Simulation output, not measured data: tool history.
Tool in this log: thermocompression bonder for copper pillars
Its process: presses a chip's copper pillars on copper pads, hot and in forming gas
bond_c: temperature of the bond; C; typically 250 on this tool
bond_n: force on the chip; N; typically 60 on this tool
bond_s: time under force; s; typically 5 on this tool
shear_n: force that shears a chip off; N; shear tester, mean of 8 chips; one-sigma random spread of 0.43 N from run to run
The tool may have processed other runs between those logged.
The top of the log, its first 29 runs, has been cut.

run     day  bond_c  bond_n  bond_s  shear_n
 30  14.738     247      60       8     56.0
 31  15.283     265      60       4     51.2
 32  15.608     265      54      13     68.8
 33  15.929     235      60      13     58.2
 34  16.508     250      60       7     54.5
 35  17.021     250      89       5     67.3
 36  17.717     250      79       6     64.7
 37  18.438     250      45      11     48.9
 38  19.088     250      36       3     22.4
 39  19.742     250      36       3     23.0

Below are 4 alternative next runs, each starting from the tool's condition after run 39. Predict each:
  A  20.512     250      87       5        ?
  B  20.512     261      73       3        ?
  C  20.512     225      72       7        ?
  D  20.512     277      75       5        ?

run  shear_n
  A     67.2
  B     53.0
  C     49.4
  D     73.2
Take away the tool's hidden state, keep each run's random variation, and the runs would have read:
run  shear_n
  A     70.8
  B     56.0
  C     52.2
  D     77.1

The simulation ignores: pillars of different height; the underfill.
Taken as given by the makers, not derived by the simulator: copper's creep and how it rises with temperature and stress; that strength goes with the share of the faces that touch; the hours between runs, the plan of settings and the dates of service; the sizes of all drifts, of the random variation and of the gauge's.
